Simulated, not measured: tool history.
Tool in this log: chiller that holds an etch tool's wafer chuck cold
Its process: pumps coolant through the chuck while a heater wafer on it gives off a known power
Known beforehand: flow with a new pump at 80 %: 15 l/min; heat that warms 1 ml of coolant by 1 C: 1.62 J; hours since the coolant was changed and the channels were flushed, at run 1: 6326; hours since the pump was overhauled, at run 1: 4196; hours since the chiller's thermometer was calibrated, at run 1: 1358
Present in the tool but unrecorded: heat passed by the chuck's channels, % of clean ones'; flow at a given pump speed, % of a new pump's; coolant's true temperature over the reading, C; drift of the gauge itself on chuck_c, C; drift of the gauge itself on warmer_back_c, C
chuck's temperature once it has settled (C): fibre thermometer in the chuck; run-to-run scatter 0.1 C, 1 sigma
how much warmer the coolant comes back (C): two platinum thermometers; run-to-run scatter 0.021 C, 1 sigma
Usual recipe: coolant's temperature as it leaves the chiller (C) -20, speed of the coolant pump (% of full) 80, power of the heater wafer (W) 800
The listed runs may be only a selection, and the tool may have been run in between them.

| run | hour | coolant's temperature as it leaves the chiller (C) | speed of the coolant pump (% of full) | power of the heater wafer (W) | hours since the coolant was changed and the channels were flushed | hours since the pump was overhauled | hours since the chiller's thermometer was calibrated | chuck's temperature once it has settled (C) | how much warmer the coolant comes back (C) |
|---|---|---|---|---|---|---|---|---|---|
| 1 | 0.0 | -20 | 80 | 800 | 6326 | 4196 | 1358 | -11.3 | 1.96 |
| 2 | 53.3 | -20 | 80 | 800 | 6379 | 4250 | 1411 | -11.5 | 2.00 |
| 3 | 116.5 | -20 | 80 | 800 | 6442 | 4313 | 1474 | -11.6 | 1.98 |
| 4 | 221.8 | -20 | 80 | 800 | 6548 | 4418 | 1580 | -11.6 | 2.04 |
| 5 | 289.9 | -20 | 80 | 800 | 6616 | 4486 | 1648 | -11.4 | 1.99 |
| 6 | 368.0 | -20 | 80 | 800 | 6694 | 4564 | 1726 | -11.5 | 1.98 |
| 7 | 447.2 | -20 | 80 | 800 | 6773 | 4644 | 1805 | -11.4 | 1.99 |
| 8 | 527.6 | -20 | 80 | 800 | 6854 | 4724 | 1885 | -11.3 | 1.99 |
|  | 592.6 | coolant changed, channels flushed |
| 9 | 606.6 | -20 | 80 | 991 | 14 | 4797 | 1958 | -9.6 | 2.44 |
| 10 | 731.9 | -20 | 80 | 991 | 139 | 4922 | 2084 | -9.4 | 2.45 |
| 11 | 854.4 | -20 | 80 | 991 | 262 | 5045 | 2206 | -9.6 | 2.47 |
| 12 | 979.6 | -20 | 80 | 991 | 387 | 5170 | 2331 | -9.5 | 2.49 |
| 13 | 1064.7 | -20 | 80 | 800 | 472 | 5255 | 2416 | -11.7 | 1.99 |
| 14 | 1128.6 | -20 | 80 | 800 | 536 | 5319 | 2480 | -11.5 | 1.95 |
| 15 | 1196.8 | -20 | 80 | 800 | 604 | 5387 | 2549 | -11.4 | 1.98 |
| 16 | 1256.7 | -20 | 80 | 800 | 664 | 5447 | 2608 | -11.6 | 2.00 |
| 17 | 1350.4 | -20 | 80 | 800 | 758 | 5541 | 2702 | -11.5 | 1.98 |
| 18 | 1428.6 | -20 | 80 | 1006 | 836 | 5619 | 2780 | -9.3 | 2.53 |
| 19 | 1510.0 | -20 | 77 | 995 | 917 | 5700 | 2862 | -9.3 | 2.57 |
| 20 | 1564.8 | -17 | 97 | 800 | 972 | 5755 | 2917 | -9.9 | 1.64 |
|  | 1572.1 | chiller's thermometer calibrated |
| 21 | 1639.8 | -28 | 80 | 897 | 1046 | 5829 | 68 | -18.4 | 2.19 |
| 22 | 1751.9 | -28 | 80 | 897 | 1158 | 5941 | 180 | -18.5 | 2.21 |
| 23 | 1838.7 | -27 | 79 | 506 | 1245 | 6028 | 267 | -21.5 | 1.27 |
| 24 | 1897.0 | -26 | 66 | 796 | 1303 | 6086 | 325 | -16.1 | 2.38 |
| 25 | 2005.2 | -30 | 88 | 1077 | 1412 | 6195 | 433 | -19.5 | 2.48 |
| 26 | 2092.0 | -10 | 88 | 926 | 1498 | 6281 | 520 | -0.7 | 2.07 |
| 27 | 2153.1 | -10 | 88 | 926 | 1560 | 6343 | 581 | -1.0 | 2.07 |
| 28 | 2272.3 | -19 | 88 | 1136 | 1679 | 6462 | 700 | -8.0 | 2.61 |
| 29 | 2348.4 | -19 | 88 | 959 | 1755 | 6538 | 776 | -9.6 | 2.16 |
| 30 | 2440.3 | -19 | 88 | 959 | 1847 | 6630 | 868 | -9.4 | 2.17 |
| 31 | 2513.6 | -18 | 80 | 636 | 1920 | 6703 | 941 | -11.4 | 1.59 |

Describe how what the log doesn't record of the tool's condition differs between the last listed run preceding each entry between runs and the first listed run following it.
Between runs 8 and 9: coolant changed, channels flushed (hour 592.6)
  heat passed by the chuck's channels, % of clean ones': 99.9 -> 100
Between runs 20 and 21: chiller's thermometer calibrated (hour 1572.1)
  coolant's true temperature over the reading, C: -0.01 -> 0

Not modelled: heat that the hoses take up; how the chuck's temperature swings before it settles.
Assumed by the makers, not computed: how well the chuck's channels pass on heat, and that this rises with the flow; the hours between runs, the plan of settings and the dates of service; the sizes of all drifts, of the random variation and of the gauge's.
